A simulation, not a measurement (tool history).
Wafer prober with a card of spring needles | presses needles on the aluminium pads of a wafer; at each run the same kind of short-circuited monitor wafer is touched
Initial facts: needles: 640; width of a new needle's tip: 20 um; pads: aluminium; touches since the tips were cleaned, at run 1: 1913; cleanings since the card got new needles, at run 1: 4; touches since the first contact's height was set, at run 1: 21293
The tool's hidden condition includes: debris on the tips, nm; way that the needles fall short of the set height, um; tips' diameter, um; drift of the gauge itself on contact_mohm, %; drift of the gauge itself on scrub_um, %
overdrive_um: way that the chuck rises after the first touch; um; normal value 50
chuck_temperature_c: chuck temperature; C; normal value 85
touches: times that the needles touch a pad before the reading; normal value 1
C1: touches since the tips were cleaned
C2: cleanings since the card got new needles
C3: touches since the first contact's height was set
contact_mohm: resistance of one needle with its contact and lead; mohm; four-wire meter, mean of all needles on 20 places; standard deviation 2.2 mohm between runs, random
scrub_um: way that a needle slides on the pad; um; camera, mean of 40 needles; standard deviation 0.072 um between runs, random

{"run": 1, "day": 0.0, "overdrive_um": 50, "chuck_temperature_c": 85, "touches": 1, "C1": 1913, "C2": 4, "C3": 21293, "contact_mohm": 440, "scrub_um": 13.77}
{"day": 0.317, "done": "tips cleaned on abrasive film"}
{"day": 0.738, "done": "tips cleaned on abrasive film"}
{"day": 1.258, "done": "tips cleaned on abrasive film"}
{"day": 1.679, "done": "tips cleaned on abrasive film"}
{"day": 2.204, "done": "tips cleaned on abrasive film"}
{"day": 2.625, "done": "tips cleaned on abrasive film"}
{"run": 2, "day": 2.779, "overdrive_um": 50, "chuck_temperature_c": 85, "touches": 2, "C1": 1512, "C2": 10, "C3": 48308, "contact_mohm": 338, "scrub_um": 13.76}
{"day": 3.096, "done": "tips cleaned on abrasive film"}
{"day": 3.617, "done": "tips cleaned on abrasive film"}
{"day": 4.038, "done": "tips cleaned on abrasive film"}
{"day": 4.562, "done": "tips cleaned on abrasive film"}
{"day": 5.088, "done": "tips cleaned on abrasive film"}
{"day": 5.608, "done": "tips cleaned on abrasive film"}
{"run": 3, "day": 5.742, "overdrive_um": 50, "chuck_temperature_c": 85, "touches": 2, "C1": 1301, "C2": 16, "C3": 77152, "contact_mohm": 337, "scrub_um": 13.61}
{"day": 6.058, "done": "tips cleaned on abrasive film"}
{"day": 6.583, "done": "tips cleaned on abrasive film"}
{"day": 7.104, "done": "tips cleaned on abrasive film"}
{"day": 7.629, "done": "tips cleaned on abrasive film"}
{"day": 8.154, "done": "tips cleaned on abrasive film"}
{"run": 4, "day": 8.212, "overdrive_um": 50, "chuck_temperature_c": 85, "touches": 2, "C1": 585, "C2": 21, "C3": 101197, "contact_mohm": 304, "scrub_um": 13.56}
{"day": 8.633, "done": "tips cleaned on abrasive film"}
{"day": 9.054, "done": "tips cleaned on abrasive film"}
{"day": 9.575, "done": "tips cleaned on abrasive film"}
{"day": 10.1, "done": "tips cleaned on abrasive film"}
{"day": 10.625, "done": "tips cleaned on abrasive film"}
{"run": 5, "day": 10.667, "overdrive_um": 50, "chuck_temperature_c": 85, "touches": 2, "C1": 415, "C2": 26, "C3": 125073, "contact_mohm": 299, "scrub_um": 13.51}
{"day": 11.088, "done": "tips cleaned on abrasive film"}
{"day": 11.608, "done": "tips cleaned on abrasive film"}
{"day": 12.029, "done": "tips cleaned on abrasive film"}
{"day": 12.45, "done": "tips cleaned on abrasive film"}
{"day": 12.95, "done": "tips cleaned on abrasive film"}
{"run": 6, "day": 12.95, "overdrive_um": 50, "chuck_temperature_c": 85, "touches": 2, "C1": 0, "C2": 31, "C3": 147279, "contact_mohm": 260, "scrub_um": 13.44}
{"day": 13.475, "done": "tips cleaned on abrasive film"}
{"day": 13.996, "done": "tips cleaned on abrasive film"}
{"day": 14.521, "done": "tips cleaned on abrasive film"}
{"day": 14.733, "done": "tips cleaned on abrasive film, once more"}
{"day": 15.154, "done": "tips cleaned on abrasive film"}
{"day": 15.375, "done": "height of the first contact set anew"}
{"day": 15.692, "done": "tips cleaned on abrasive film"}
{"run": 7, "day": 15.908, "overdrive_um": 50, "chuck_temperature_c": 85, "touches": 1, "C1": 2152, "C2": 37, "C3": 5213, "contact_mohm": 454, "scrub_um": 13.82}
{"day": 16.121, "done": "tips cleaned on abrasive film"}
{"day": 16.646, "done": "tips cleaned on abrasive film"}
{"day": 17.067, "done": "tips cleaned on abrasive film"}
{"day": 17.588, "done": "tips cleaned on abrasive film"}
{"day": 18.112, "done": "tips cleaned on abrasive film"}
{"day": 18.533, "done": "tips cleaned on abrasive film"}
{"run": 8, "day": 18.883, "overdrive_um": 50, "chuck_temperature_c": 85, "touches": 2, "C1": 3434, "C2": 43, "C3": 34151, "contact_mohm": 398, "scrub_um": 13.81}
{"day": 18.992, "done": "tips cleaned on abrasive film"}
{"day": 19.517, "done": "tips cleaned on abrasive film"}
{"day": 19.933, "done": "tips cleaned on abrasive film"}
{"day": 20.458, "done": "tips cleaned on abrasive film"}
{"run": 9, "day": 20.688, "overdrive_um": 50, "chuck_temperature_c": 85, "touches": 2, "C1": 2255, "C2": 47, "C3": 51707, "contact_mohm": 381, "scrub_um": 13.69}
{"day": 20.9, "done": "tips cleaned on abrasive film"}
{"day": 21.425, "done": "tips cleaned on abrasive film"}
{"day": 21.95, "done": "tips cleaned on abrasive film"}
{"day": 22.367, "done": "tips cleaned on abrasive film"}
{"day": 22.892, "done": "tips cleaned on abrasive film"}
{"run": 10, "day": 22.896, "overdrive_um": 50, "chuck_temperature_c": 85, "touches": 1, "C1": 52, "C2": 52, "C3": 73178, "contact_mohm": 283, "scrub_um": 13.66}
{"day": 23.317, "done": "tips cleaned on abrasive film"}
{"day": 23.842, "done": "tips cleaned on abrasive film"}
{"day": 24.262, "done": "tips cleaned on abrasive film"}
{"day": 24.783, "done": "tips cleaned on abrasive film"}
{"day": 25.308, "done": "tips cleaned on abrasive film"}
{"run": 11, "day": 25.55, "overdrive_um": 50, "chuck_temperature_c": 85, "touches": 1, "C1": 2352, "C2": 57, "C3": 98990, "contact_mohm": 485, "scrub_um": 13.45}
{"day": 25.762, "done": "tips cleaned on abrasive film"}
{"day": 26.283, "done": "tips cleaned on abrasive film"}
{"day": 26.704, "done": "tips cleaned on abrasive film"}
{"day": 27.229, "done": "tips cleaned on abrasive film"}
{"run": 12, "day": 27.608, "overdrive_um": 50, "chuck_temperature_c": 85, "touches": 1, "C1": 3737, "C2": 61, "C3": 119047, "contact_mohm": 510, "scrub_um": 13.41}
{"day": 27.717, "done": "tips cleaned on abrasive film"}
{"day": 28.138, "done": "tips cleaned on abrasive film"}
{"day": 28.662, "done": "tips cleaned on abrasive film"}
{"day": 29.175, "done": "tips cleaned on abrasive film"}
{"run": 13, "day": 29.175, "overdrive_um": 50, "chuck_temperature_c": 85, "touches": 1, "C1": 0, "C2": 65, "C3": 134254, "contact_mohm": 283, "scrub_um": 13.64}
{"day": 29.7, "done": "tips cleaned on abrasive film"}
{"day": 30.121, "done": "tips cleaned on abrasive film"}
{"run": 14, "day": 30.525, "overdrive_um": 51, "chuck_temperature_c": 53, "touches": 1, "C1": 3984, "C2": 67, "C3": 147419, "contact_mohm": 529, "scrub_um": 13.62}
{"day": 30.633, "done": "tips cleaned on abrasive film"}
{"day": 31.158, "done": "tips cleaned on abrasive film"}
{"day": 31.679, "done": "tips cleaned on abrasive film"}
{"day": 32.204, "done": "tips cleaned on abrasive film"}
{"run": 15, "day": 32.5, "overdrive_um": 31, "chuck_temperature_c": 40, "touches": 2, "C1": 2883, "C2": 71, "C3": 166623, "contact_mohm": 685, "scrub_um": 8.16}
{"day": 32.712, "done": "tips cleaned on abrasive film"}
{"day": 32.929, "done": "height of the first contact set anew"}
{"day": 33.246, "done": "tips cleaned on abrasive film"}
{"day": 33.771, "done": "tips cleaned on abrasive film"}
{"day": 34.296, "done": "tips cleaned on abrasive film"}
{"day": 34.717, "done": "tips cleaned on abrasive film"}
{"day": 35.179, "done": "tips cleaned on abrasive film"}
{"run": 16, "day": 35.179, "overdrive_um": 31, "chuck_temperature_c": 40, "touches": 2, "C1": 0, "C2": 77, "C3": 21858, "contact_mohm": 305, "scrub_um": 8.4}
{"day": 35.6, "done": "tips cleaned on abrasive film"}
{"day": 36.021, "done": "tips cleaned on abrasive film"}
{"day": 36.542, "done": "tips cleaned on abrasive film"}
{"run": 17, "day": 36.671, "overdrive_um": 32, "chuck_temperature_c": 40, "touches": 2, "C1": 1248, "C2": 80, "C3": 36368, "contact_mohm": 485, "scrub_um": 8.78}
{"day": 36.988, "done": "tips cleaned on abrasive film"}
{"day": 37.404, "done": "tips cleaned on abrasive film"}
{"day": 37.929, "done": "tips cleaned on abrasive film"}
{"day": 38.35, "done": "tips cleaned on abrasive film"}
{"day": 38.792, "done": "tips cleaned on abrasive film"}
{"run": 18, "day": 38.792, "overdrive_um": 39, "chuck_temperature_c": 39, "touches": 1, "C1": 0, "C2": 85, "C3": 56971, "contact_mohm": 296, "scrub_um": 10.68}

Run 19 comes next. What will it give?
{"day": 39.208, "done": "tips cleaned on abrasive film"}
{"day": 39.733, "done": "tips cleaned on abrasive film"}
{"day": 40.258, "done": "tips cleaned on abrasive film"}
{"day": 40.783, "done": "tips cleaned on abrasive film"}
{"run": 19, "day": 41.042, "overdrive_um": 54, "chuck_temperature_c": 85, "touches": 2, "C1": 2568, "C2": 89, "C3": 78922, "contact_mohm": "?", "scrub_um": "?"}

Run 19 produced contact_mohm 365 mohm, scrub_um 14.81 um.
With no hidden state in the tool, this same run would have given contact_mohm 244 mohm, scrub_um 15.08 um.

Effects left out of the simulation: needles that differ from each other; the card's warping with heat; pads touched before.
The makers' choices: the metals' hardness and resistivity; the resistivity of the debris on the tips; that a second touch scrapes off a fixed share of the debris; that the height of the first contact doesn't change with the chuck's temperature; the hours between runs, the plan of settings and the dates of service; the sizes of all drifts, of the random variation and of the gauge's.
